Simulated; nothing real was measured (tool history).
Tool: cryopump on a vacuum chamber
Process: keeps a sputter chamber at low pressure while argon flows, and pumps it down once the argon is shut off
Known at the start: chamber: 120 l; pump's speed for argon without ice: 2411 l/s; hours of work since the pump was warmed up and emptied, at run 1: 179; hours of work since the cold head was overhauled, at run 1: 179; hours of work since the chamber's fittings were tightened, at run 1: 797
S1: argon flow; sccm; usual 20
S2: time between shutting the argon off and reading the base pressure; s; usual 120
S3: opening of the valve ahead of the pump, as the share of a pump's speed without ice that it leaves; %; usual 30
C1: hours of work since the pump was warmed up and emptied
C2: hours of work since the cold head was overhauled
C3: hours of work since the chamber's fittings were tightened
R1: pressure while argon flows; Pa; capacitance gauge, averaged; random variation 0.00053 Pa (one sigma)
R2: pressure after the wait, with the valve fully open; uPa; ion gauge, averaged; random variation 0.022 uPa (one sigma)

run 1 hour=0.0 | S1=20 S2=120 S3=30 | C1=179 C2=179 C3=797 | R1=0.0473 R2=0.90
run 2 hour=7.7 | S1=20 S2=120 S3=60 | C1=184 C2=184 C3=801 | R1=0.0233 R2=0.88
run 3 hour=23.0 | S1=20 S2=120 S3=60 | C1=193 C2=193 C3=811 | R1=0.0242 R2=0.92
run 4 hour=36.9 | S1=38 S2=120 S3=30 | C1=202 C2=202 C3=819 | R1=0.0895 R2=0.90
run 5 hour=44.6 | S1=38 S2=120 S3=30 | C1=207 C2=207 C3=824 | R1=0.0893 R2=0.90
run 6 hour=52.7 | S1=20 S2=233 S3=30 | C1=211 C2=211 C3=829 | R1=0.0471 R2=0.69
run 7 hour=62.0 | S1=16 S2=120 S3=30 | C1=217 C2=217 C3=834 | R1=0.0383 R2=0.90
run 8 hour=72.3 | S1=16 S2=120 S3=30 | C1=223 C2=223 C3=841 | R1=0.0390 R2=0.94
run 9 hour=83.8 | S1=16 S2=120 S3=30 | C1=230 C2=230 C3=848 | R1=0.0380 R2=0.93
run 10 hour=99.9 | S1=16 S2=120 S3=36 | C1=240 C2=240 C3=857 | R1=0.0319 R2=0.92
run 11 hour=110.2 | S1=16 S2=120 S3=36 | C1=246 C2=246 C3=864 | R1=0.0323 R2=0.94
run 12 hour=117.0 | S1=16 S2=120 S3=36 | C1=250 C2=250 C3=868 | R1=0.0324 R2=0.89
run 13 hour=123.9 | S1=16 S2=120 S3=36 | C1=255 C2=255 C3=872 | R1=0.0328 R2=0.96
run 14 hour=139.7 | S1=10 S2=120 S3=30 | C1=264 C2=264 C3=881 | R1=0.0250 R2=0.92
run 15 hour=146.7 | S1=10 S2=120 S3=15 | C1=268 C2=268 C3=886 | R1=0.0473 R2=0.91
run 16 hour=154.1 | S1=10 S2=120 S3=15 | C1=273 C2=273 C3=890 | R1=0.0477 R2=0.95
run 17 hour=168.0 | S1=10 S2=120 S3=15 | C1=281 C2=281 C3=899 | R1=0.0468 R2=0.96
run 18 hour=179.0 | S1=13 S2=77 S3=29 | C1=288 C2=288 C3=905 | R1=0.0324 R2=1.23
run 19 hour=194.8 | S1=28 S2=90 S3=29 | C1=298 C2=298 C3=915 | R1=0.0693 R2=1.15
run 20 hour=204.7 | S1=10 S2=249 S3=19 | C1=304 C2=304 C3=921 | R1=0.0376 R2=0.74
run 21 hour=215.4 | S1=39 S2=115 S3=30 | C1=310 C2=310 C3=927 | R1=0.0946 R2=0.97
run 22 hour=226.6 | S1=9 S2=59 S3=30 | C1=317 C2=317 C3=934 | R1=0.0218 R2=1.35
run 23 hour=238.2 | S1=10 S2=79 S3=15 | C1=324 C2=324 C3=941 | R1=0.0474 R2=1.20
run 24 hour=245.2 | S1=16 S2=91 S3=30 | C1=328 C2=328 C3=945 | R1=0.0381 R2=1.08
run 25 hour=256.5 | S1=16 S2=91 S3=30 | C1=335 C2=335 C3=952 | R1=0.0391 R2=1.13
run 26 hour=269.8 | S1=16 S2=91 S3=30 | C1=343 C2=343 C3=960 | R1=0.0387 R2=1.09
run 27 hour=280.6 | S1=9 S2=26 S3=20 | C1=350 C2=350 C3=967 | R1=0.0320 R2=2.50
run 28 hour=292.5 | S1=9 S2=26 S3=20 | C1=357 C2=357 C3=974 | R1=0.0328 R2=2.41
run 29 hour=303.8 | S1=9 S2=26 S3=24 | C1=364 C2=364 C3=981 | R1=0.0270 R2=2.45
run 30 hour=319.3 | S1=39 S2=28 S3=37 | C1=373 C2=373 C3=990 | R1=0.0773 R2=2.36
run 31 hour=327.7 | S1=11 S2=28 S3=26 | C1=378 C2=378 C3=995 | R1=0.0304 R2=2.43
run 32 hour=342.1 | S1=18 S2=120 S3=59 | C1=387 C2=387 C3=1004 | R1=0.0237 R2=1.02
run 33 hour=351.7 | S1=12 S2=120 S3=26 | C1=393 C2=393 C3=1010 | R1=0.0331 R2=1.07
run 34 hour=365.9 | S1=8 S2=131 S3=26 | C1=401 C2=401 C3=1019 | R1=0.0215 R2=0.99

Forecast each of these 3 alternatives for the next run:
run A hour=376.9 | S1=13 S2=37 S3=19 | C1=408 C2=408 C3=1025 | R1=? R2=?
run B hour=376.9 | S1=22 S2=120 S3=47 | C1=408 C2=408 C3=1025 | R1=? R2=?
run C hour=376.9 | S1=20 S2=120 S3=21 | C1=408 C2=408 C3=1025 | R1=? R2=?

run=A R1=0.0498 R2=1.98
run=B R1=0.0352 R2=1.03
run=C R1=0.0683 R2=1.03
Without the tool's hidden state the same runs would have given:
run=A R1=0.0487 R2=1.49
run=B R1=0.0333 R2=0.54
run=C R1=0.0665 R2=0.55
